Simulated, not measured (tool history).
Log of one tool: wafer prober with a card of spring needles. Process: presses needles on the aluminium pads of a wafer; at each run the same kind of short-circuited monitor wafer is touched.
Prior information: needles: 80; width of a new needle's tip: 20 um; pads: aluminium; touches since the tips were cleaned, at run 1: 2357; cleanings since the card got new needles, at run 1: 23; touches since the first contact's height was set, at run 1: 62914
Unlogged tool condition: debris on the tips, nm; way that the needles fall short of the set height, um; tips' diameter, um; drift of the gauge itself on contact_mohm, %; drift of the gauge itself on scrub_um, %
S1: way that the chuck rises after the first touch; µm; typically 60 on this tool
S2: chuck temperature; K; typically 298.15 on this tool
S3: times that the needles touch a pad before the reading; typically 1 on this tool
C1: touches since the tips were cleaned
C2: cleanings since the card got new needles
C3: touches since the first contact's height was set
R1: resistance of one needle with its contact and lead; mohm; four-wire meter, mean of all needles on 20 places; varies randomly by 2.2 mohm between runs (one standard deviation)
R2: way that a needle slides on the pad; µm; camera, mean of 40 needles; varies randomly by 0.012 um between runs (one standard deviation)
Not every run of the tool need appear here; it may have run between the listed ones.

{"run": 1, "day": 0.0, "S1": 60, "S2": 298.15, "S3": 1, "C1": 2357, "C2": 23, "C3": 62914, "R1": 276, "R2": 10.11}
{"day": 0.417, "done": "tips cleaned on abrasive film"}
{"run": 2, "day": 0.667, "S1": 60, "S2": 298.15, "S3": 1, "C1": 2774, "C2": 24, "C3": 70309, "R1": 274, "R2": 10.1}
{"run": 3, "day": 0.971, "S1": 60, "S2": 298.15, "S3": 1, "C1": 6208, "C2": 24, "C3": 73743, "R1": 293, "R2": 10.12}
{"day": 1.071, "done": "tips cleaned on abrasive film"}
{"run": 4, "day": 1.458, "S1": 60, "S2": 298.15, "S3": 1, "C1": 4325, "C2": 25, "C3": 79128, "R1": 286, "R2": 10.11}
{"day": 1.704, "done": "tips cleaned on abrasive film"}
{"run": 5, "day": 2.025, "S1": 60, "S2": 298.15, "S3": 1, "C1": 3606, "C2": 26, "C3": 85427, "R1": 283, "R2": 10.08}
{"day": 2.329, "done": "tips cleaned on abrasive film"}
{"run": 6, "day": 2.546, "S1": 60, "S2": 298.15, "S3": 1, "C1": 2429, "C2": 27, "C3": 91171, "R1": 277, "R2": 10.06}
{"day": 2.971, "done": "tips cleaned on abrasive film"}
{"run": 7, "day": 3.221, "S1": 60, "S2": 298.15, "S3": 1, "C1": 2768, "C2": 28, "C3": 98675, "R1": 282, "R2": 10.09}
{"run": 8, "day": 3.533, "S1": 60, "S2": 298.15, "S3": 1, "C1": 6264, "C2": 28, "C3": 102171, "R1": 296, "R2": 10.06}
{"day": 3.629, "done": "tips cleaned on abrasive film"}
{"run": 9, "day": 4.15, "S1": 60, "S2": 298.15, "S3": 1, "C1": 5838, "C2": 29, "C3": 109048, "R1": 292, "R2": 10.03}
{"day": 4.271, "done": "tips cleaned on abrasive film"}
{"run": 10, "day": 4.779, "S1": 60, "S2": 298.15, "S3": 1, "C1": 5691, "C2": 30, "C3": 116028, "R1": 296, "R2": 10.02}
{"day": 4.925, "done": "tips cleaned on abrasive film"}
{"day": 5.008, "done": "height of the first contact set anew"}
{"run": 11, "day": 5.258, "S1": 60, "S2": 298.15, "S3": 1, "C1": 3572, "C2": 31, "C3": 2786, "R1": 281, "R2": 10.21}
{"day": 5.583, "done": "tips cleaned on abrasive film"}
{"run": 12, "day": 5.658, "S1": 60, "S2": 298.15, "S3": 1, "C1": 867, "C2": 32, "C3": 7242, "R1": 260, "R2": 10.2}
{"run": 13, "day": 6.15, "S1": 60, "S2": 298.15, "S3": 2, "C1": 6327, "C2": 32, "C3": 12702, "R1": 270, "R2": 10.2}
{"day": 6.217, "done": "tips cleaned on abrasive film"}
{"run": 14, "day": 6.529, "S1": 60, "S2": 298.15, "S3": 1, "C1": 3494, "C2": 33, "C3": 16926, "R1": 283, "R2": 10.18}
{"day": 6.846, "done": "tips cleaned on abrasive film"}
{"run": 15, "day": 6.846, "S1": 60, "S2": 298.15, "S3": 1, "C1": 4, "C2": 34, "C3": 20412, "R1": 241, "R2": 10.18}
{"run": 16, "day": 7.275, "S1": 60, "S2": 298.15, "S3": 3, "C1": 4791, "C2": 34, "C3": 25199, "R1": 256, "R2": 10.18}
{"day": 7.496, "done": "tips cleaned on abrasive film"}
{"run": 17, "day": 7.858, "S1": 60, "S2": 319.15, "S3": 1, "C1": 4090, "C2": 35, "C3": 31695, "R1": 298, "R2": 10.16}
{"day": 8.142, "done": "tips cleaned on abrasive film"}
{"run": 18, "day": 8.412, "S1": 60, "S2": 319.15, "S3": 1, "C1": 3014, "C2": 36, "C3": 37816, "R1": 288, "R2": 10.14}
{"day": 8.788, "done": "tips cleaned on abrasive film"}
{"run": 19, "day": 8.792, "S1": 64, "S2": 321.15, "S3": 1, "C1": 48, "C2": 37, "C3": 42014, "R1": 252, "R2": 10.81}
{"run": 20, "day": 9.354, "S1": 64, "S2": 321.15, "S3": 1, "C1": 6346, "C2": 37, "C3": 48312, "R1": 295, "R2": 10.82}
{"day": 9.421, "done": "tips cleaned on abrasive film"}
{"run": 21, "day": 9.967, "S1": 41, "S2": 346.15, "S3": 1, "C1": 6114, "C2": 38, "C3": 55102, "R1": 374, "R2": 6.88}
{"day": 10.062, "done": "tips cleaned on abrasive film"}
{"run": 22, "day": 10.338, "S1": 44, "S2": 298.15, "S3": 2, "C1": 3040, "C2": 39, "C3": 59185, "R1": 295, "R2": 7.39}
{"run": 23, "day": 10.629, "S1": 44, "S2": 298.15, "S3": 2, "C1": 6321, "C2": 39, "C3": 62466, "R1": 301, "R2": 7.37}
{"day": 10.7, "done": "tips cleaned on abrasive film"}
{"run": 24, "day": 11.25, "S1": 44, "S2": 298.15, "S3": 3, "C1": 6164, "C2": 40, "C3": 69364, "R1": 287, "R2": 7.38}
{"day": 11.333, "done": "tips cleaned on abrasive film"}
{"run": 25, "day": 11.633, "S1": 44, "S2": 298.15, "S3": 3, "C1": 3359, "C2": 41, "C3": 73599, "R1": 272, "R2": 7.36}
{"day": 12.008, "done": "tips cleaned on abrasive film"}
{"run": 26, "day": 12.288, "S1": 60, "S2": 384.15, "S3": 3, "C1": 3149, "C2": 42, "C3": 80885, "R1": 280, "R2": 10.08}
{"day": 12.679, "done": "tips cleaned on abrasive film"}
{"run": 27, "day": 12.954, "S1": 60, "S2": 384.15, "S3": 3, "C1": 3063, "C2": 43, "C3": 88248, "R1": 279, "R2": 10.06}
{"day": 13.333, "done": "tips cleaned on abrasive film"}
{"run": 28, "day": 13.629, "S1": 54, "S2": 358.15, "S3": 1, "C1": 3308, "C2": 44, "C3": 95764, "R1": 306, "R2": 9.05}
{"day": 13.962, "done": "tips cleaned on abrasive film"}
{"run": 29, "day": 13.962, "S1": 54, "S2": 358.15, "S3": 1, "C1": 0, "C2": 45, "C3": 99459, "R1": 267, "R2": 9.03}

Predict the results of run 30:
{"run": 30, "day": 14.521, "S1": 60, "S2": 325.15, "S3": 2, "C1": 6243, "C2": 45, "C3": 105702, "R1": "?", "R2": "?"}

R1: 283 mohm
R2: 10.06 µm
Without the tool's hidden state the same run would have given R1 249 mohm, R2 10.24 µm.
